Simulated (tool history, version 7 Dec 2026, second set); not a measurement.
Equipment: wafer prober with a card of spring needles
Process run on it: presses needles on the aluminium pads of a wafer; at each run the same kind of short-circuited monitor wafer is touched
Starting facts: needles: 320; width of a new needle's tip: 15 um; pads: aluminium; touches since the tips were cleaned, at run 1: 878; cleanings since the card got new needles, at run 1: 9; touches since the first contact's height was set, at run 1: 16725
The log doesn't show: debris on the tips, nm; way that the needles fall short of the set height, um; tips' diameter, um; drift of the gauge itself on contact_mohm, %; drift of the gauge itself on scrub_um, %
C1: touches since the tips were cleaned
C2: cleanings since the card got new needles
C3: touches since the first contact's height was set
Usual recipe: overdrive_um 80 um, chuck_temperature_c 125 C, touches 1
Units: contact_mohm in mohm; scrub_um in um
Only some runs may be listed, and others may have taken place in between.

run 1 hour=0 | overdrive_um=80 chuck_temperature_c=125 touches=1 | C1=878 C2=9 C3=16725 | contact_mohm=166 scrub_um=17.68
-- hour=4 tips cleaned on abrasive film
-- hour=11.9 tips cleaned on abrasive film
run 2 hour=15.2 | overdrive_um=80 chuck_temperature_c=125 touches=1 | C1=760 C2=11 C3=20193 | contact_mohm=164 scrub_um=17.43
-- hour=20.1 tips cleaned on abrasive film
run 3 hour=22.6 | overdrive_um=80 chuck_temperature_c=125 touches=2 | C1=580 C2=12 C3=21878 | contact_mohm=151 scrub_um=17.79
-- hour=28.4 tips cleaned on abrasive film
-- hour=37.1 tips cleaned on abrasive film
run 4 hour=40.7 | overdrive_um=80 chuck_temperature_c=125 touches=2 | C1=826 C2=14 C3=26030 | contact_mohm=156 scrub_um=17.64
-- hour=44.7 tips cleaned on abrasive film
-- hour=53.3 tips cleaned on abrasive film
run 5 hour=56.2 | overdrive_um=80 chuck_temperature_c=125 touches=2 | C1=676 C2=16 C3=29564 | contact_mohm=153 scrub_um=17.6
-- hour=61 tips cleaned on abrasive film
run 6 hour=64.4 | overdrive_um=79 chuck_temperature_c=125 touches=1 | C1=802 C2=17 C3=31443 | contact_mohm=169 scrub_um=17.16
-- hour=68.3 tips cleaned on abrasive film
run 7 hour=72.1 | overdrive_um=80 chuck_temperature_c=95 touches=1 | C1=875 C2=18 C3=33202 | contact_mohm=168 scrub_um=17.53
-- hour=76.3 tips cleaned on abrasive film
run 8 hour=81.9 | overdrive_um=80 chuck_temperature_c=95 touches=1 | C1=1312 C2=19 C3=35449 | contact_mohm=178 scrub_um=17.31
-- hour=83.9 tips cleaned on abrasive film
-- hour=91.2 tips cleaned on abrasive film
run 9 hour=95.6 | overdrive_um=80 chuck_temperature_c=95 touches=1 | C1=1024 C2=21 C3=38561 | contact_mohm=173 scrub_um=17.35
-- hour=99.2 tips cleaned on abrasive film
-- hour=107.8 tips cleaned on abrasive film
run 10 hour=112.9 | overdrive_um=80 chuck_temperature_c=95 touches=1 | C1=1173 C2=23 C3=42522 | contact_mohm=180 scrub_um=17.4
-- hour=115.6 tips cleaned on abrasive film
-- hour=123.8 tips cleaned on abrasive film
run 11 hour=126.5 | overdrive_um=80 chuck_temperature_c=95 touches=1 | C1=607 C2=25 C3=45613 | contact_mohm=152 scrub_um=17.24
-- hour=131.5 tips cleaned on abrasive film
-- hour=140 tips cleaned on abrasive film
run 12 hour=140.5 | overdrive_um=80 chuck_temperature_c=95 touches=1 | C1=112 C2=27 C3=48819 | contact_mohm=142 scrub_um=17.43
-- hour=148.3 tips cleaned on abrasive film
run 13 hour=153 | overdrive_um=80 chuck_temperature_c=95 touches=1 | C1=1080 C2=28 C3=51677 | contact_mohm=177 scrub_um=17.21
-- hour=155.9 tips cleaned on abrasive film
run 14 hour=162.6 | overdrive_um=80 chuck_temperature_c=95 touches=1 | C1=1543 C2=29 C3=53875 | contact_mohm=197 scrub_um=17.13
-- hour=164.3 tips cleaned on abrasive film
run 15 hour=170.8 | overdrive_um=80 chuck_temperature_c=95 touches=1 | C1=1506 C2=30 C3=55762 | contact_mohm=195 scrub_um=17.27
-- hour=172.5 tips cleaned on abrasive film
-- hour=180.4 tips cleaned on abrasive film
run 16 hour=181.3 | overdrive_um=80 chuck_temperature_c=95 touches=1 | C1=203 C2=32 C3=58136 | contact_mohm=141 scrub_um=17.07
-- hour=188.2 tips cleaned on abrasive film
-- hour=196.1 tips cleaned on abrasive film
run 17 hour=198.1 | overdrive_um=80 chuck_temperature_c=125 touches=2 | C1=452 C2=34 C3=61974 | contact_mohm=152 scrub_um=17.1
-- hour=203.5 tips cleaned on abrasive film
-- hour=211.4 tips cleaned on abrasive film
run 18 hour=215.6 | overdrive_um=62 chuck_temperature_c=26 touches=1 | C1=959 C2=36 C3=65974 | contact_mohm=210 scrub_um=12.92
-- hour=219.5 tips cleaned on abrasive film
-- hour=227.4 tips cleaned on abrasive film
run 19 hour=228 | overdrive_um=80 chuck_temperature_c=125 touches=3 | C1=133 C2=38 C3=68803 | contact_mohm=142 scrub_um=17.16
-- hour=234.9 tips cleaned on abrasive film
run 20 hour=241.5 | overdrive_um=80 chuck_temperature_c=125 touches=3 | C1=1532 C2=39 C3=71907 | contact_mohm=162 scrub_um=17.18
-- hour=243 tips cleaned on abrasive film
run 21 hour=249.5 | overdrive_um=64 chuck_temperature_c=26 touches=2 | C1=1496 C2=40 C3=73729 | contact_mohm=192 scrub_um=13.18
-- hour=250.5 tips cleaned on abrasive film
-- hour=257.9 tips cleaned on abrasive film
-- hour=265.3 tips cleaned on abrasive film
run 22 hour=267.6 | overdrive_um=80 chuck_temperature_c=28 touches=2 | C1=528 C2=43 C3=77837 | contact_mohm=142 scrub_um=17.16
-- hour=273.3 tips cleaned on abrasive film
run 23 hour=279.5 | overdrive_um=80 chuck_temperature_c=28 touches=2 | C1=1432 C2=44 C3=80565 | contact_mohm=166 scrub_um=16.69
-- hour=281.7 tips cleaned on abrasive film
-- hour=290.3 tips cleaned on abrasive film
run 24 hour=293.1 | overdrive_um=80 chuck_temperature_c=28 touches=2 | C1=654 C2=46 C3=83675 | contact_mohm=146 scrub_um=17.11
-- hour=294.7 height of the first contact set anew
-- hour=297.9 tips cleaned on abrasive film
-- hour=306 tips cleaned on abrasive film
run 25 hour=307.1 | overdrive_um=84 chuck_temperature_c=55 touches=2 | C1=250 C2=48 C3=2817 | contact_mohm=135 scrub_um=18.69
-- hour=313.3 tips cleaned on abrasive film
run 26 hour=318 | overdrive_um=100 chuck_temperature_c=31 touches=3 | C1=1074 C2=49 C3=5314 | contact_mohm=132 scrub_um=22.31
-- hour=321.4 tips cleaned on abrasive film
-- hour=329.6 tips cleaned on abrasive film
run 27 hour=335.3 | overdrive_um=100 chuck_temperature_c=110 touches=1 | C1=1305 C2=51 C3=9266 | contact_mohm=172 scrub_um=22.5
-- hour=337.2 tips cleaned on abrasive film
run 28 hour=343.3 | overdrive_um=96 chuck_temperature_c=74 touches=1 | C1=1410 C2=52 C3=11111 | contact_mohm=165 scrub_um=21.53
-- hour=344.5 tips cleaned on abrasive film
-- hour=352.4 tips cleaned on abrasive film
run 29 hour=352.5 | overdrive_um=64 chuck_temperature_c=34 touches=1 | C1=6 C2=54 C3=13176 | contact_mohm=135 scrub_um=14.18
-- hour=360 tips cleaned on abrasive film
run 30 hour=363.4 | overdrive_um=61 chuck_temperature_c=125 touches=1 | C1=791 C2=55 C3=15691 | contact_mohm=200 scrub_um=13.38
-- hour=368.4 tips cleaned on abrasive film
-- hour=375.8 tips cleaned on abrasive film
run 31 hour=381.2 | overdrive_um=86 chuck_temperature_c=125 touches=1 | C1=1264 C2=57 C3=19763 | contact_mohm=184 scrub_um=18.92

Predict each of these 3 candidate next runs independently; none follows another, all start after run 31:
-- hour=383.8 tips cleaned on abrasive film
run A hour=390.7 | overdrive_um=86 chuck_temperature_c=31 touches=1 | C1=1591 C2=58 C3=21927 | contact_mohm=? scrub_um=?
-- hour=383.8 tips cleaned on abrasive film
run B hour=390.7 | overdrive_um=67 chuck_temperature_c=93 touches=2 | C1=1591 C2=58 C3=21927 | contact_mohm=? scrub_um=?
-- hour=383.8 tips cleaned on abrasive film
run C hour=390.7 | overdrive_um=86 chuck_temperature_c=102 touches=1 | C1=1591 C2=58 C3=21927 | contact_mohm=? scrub_um=?

run=A contact_mohm=188 scrub_um=19.11
run=B contact_mohm=195 scrub_um=14.8
run=C contact_mohm=192 scrub_um=19.12
Stripped of hidden state, with their random variation kept, the same runs would have yielded:
run=A contact_mohm=118 scrub_um=19.4
run=B contact_mohm=133 scrub_um=15.09
run=C contact_mohm=129 scrub_um=19.41
